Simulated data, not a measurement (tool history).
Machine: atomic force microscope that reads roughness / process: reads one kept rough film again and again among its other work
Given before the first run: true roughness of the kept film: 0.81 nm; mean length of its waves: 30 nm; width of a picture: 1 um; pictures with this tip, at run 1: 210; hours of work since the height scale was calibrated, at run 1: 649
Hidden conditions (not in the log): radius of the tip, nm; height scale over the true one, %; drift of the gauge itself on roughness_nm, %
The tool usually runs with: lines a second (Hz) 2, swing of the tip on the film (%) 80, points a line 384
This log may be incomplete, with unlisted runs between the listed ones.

run	hour	lines a second (Hz)	swing of the tip on the film (%)	points a line	pictures with this tip	hours of work since the height scale was calibrated	roughness of the kept film (nm (root mean square))
1	0	2	80	384	210	649	0.627
2	28.6	2	73	384	239	663	0.654
3	51.7	2	73	384	263	675	0.657
4	72	2	73	384	284	685	0.641
5	92.8	2	73	384	305	696	0.652
# hour 123.8: new tip fitted
6	126.5	2	73	384	2	712	0.671
7	153.7	2	73	384	30	726	0.67
8	178	2	73	384	55	738	0.671
9	194.6	2	73	384	72	746	0.668
10	230.9	2	60	384	110	765	0.712
11	246.8	2	60	384	126	773	0.713
12	280.7	2	60	384	161	790	0.711
13	309.8	2	60	384	191	804	0.705
14	330.4	2	60	384	212	814	0.7
15	351	2	60	384	233	825	0.709
16	378	2	60	384	261	838	0.711
17	413.8	2	57	384	298	856	0.706
18	434	2	57	384	318	866	0.699
# hour 452.5: new tip fitted
19	462.8	2	68	384	11	881	0.698
20	487.4	2	68	384	36	893	0.696
21	518.7	2	68	384	68	909	0.689
22	542.3	2	68	384	92	920	0.69
23	560.1	2	80	700	111	929	0.629
24	587.9	2	80	384	139	943	0.62
25	618.5	0.9	80	384	171	959	0.691
26	647.5	0.9	80	1019	200	973	0.69
27	683.5	0.9	81	276	237	991	0.676
28	698.4	0.9	81	276	253	999	0.681
29	732.1	1.01	80	384	287	1016	0.672
30	749.3	1.19	67	827	305	1024	0.699
31	772.3	1.02	80	384	329	1036	0.668
# hour 782.5: new tip fitted
32	792.6	0.6	80	384	10	1046	0.733
33	821.7	0.6	80	384	40	1060	0.727
34	845.8	0.52	66	384	65	1072	0.749
35	864.9	2.7	79	423	84	1082	0.595
36	886.2	2.7	79	423	106	1093	0.606
37	910.2	3.76	79	557	131	1105	0.554
38	935.4	0.96	72	922	157	1117	0.712
39	970.2	0.96	77	963	193	1135	0.695
40	990.4	0.96	77	963	213	1145	0.696
41	1011.9	2.47	57	381	235	1156	0.701
42	1030.3	2.47	75	403	254	1165	0.619
43	1060.7	2.47	75	403	286	1180	0.607
44	1077.4	2.47	75	403	303	1188	0.616
45	1102.1	2.47	75	403	328	1201	0.624
# hour 1112.2: new tip fitted
46	1138	2.87	77	663	27	1218	0.61
47	1171.8	1.04	56	460	61	1235	0.75
48	1206.3	1.04	56	460	97	1253	0.745
49	1233.2	2.65	56	460	124	1266	0.71
50	1265.8	3.83	66	792	158	1283	0.641
51	1301.6	3.83	76	627	195	1300	0.556
52	1329.1	3.83	76	627	223	1314	0.562

A few steps of roughness of the kept film (nm (root mean square)) between consecutive runs. Split each: what settings, incoming material and random variation would produce without the hidden state, and what is left over for the hidden state, along with gauge scatter present in only one of the two compared results (measured, and without hidden state):
Run 5 -> 6: new tip fitted. roughness of the kept film (nm (root mean square)) +0.019: hidden state +0.025, all else -0.006.
Run 18 -> 19: swing of the tip on the film (%) 57 -> 68, new tip fitted. roughness of the kept film (nm (root mean square)) -0.001: hidden state +0.029, all else -0.03.
Run 31 -> 32: lines a second (Hz) 1.02 -> 0.6, new tip fitted. roughness of the kept film (nm (root mean square)) +0.065: hidden state +0.03, all else +0.035.
Run 34 -> 35: lines a second (Hz) 0.52 -> 2.7, swing of the tip on the film (%) 66 -> 79, points a line 384 -> 423. roughness of the kept film (nm (root mean square)) -0.154: hidden state +0.002, all else -0.156.
Run 37 -> 38: lines a second (Hz) 3.76 -> 0.96, swing of the tip on the film (%) 79 -> 72, points a line 557 -> 922. roughness of the kept film (nm (root mean square)) +0.158: hidden state -0.007, all else +0.165.
Run 46 -> 47: lines a second (Hz) 2.87 -> 1.04, swing of the tip on the film (%) 77 -> 56, points a line 663 -> 460. roughness of the kept film (nm (root mean square)) +0.14: hidden state -0.005, all else +0.145.
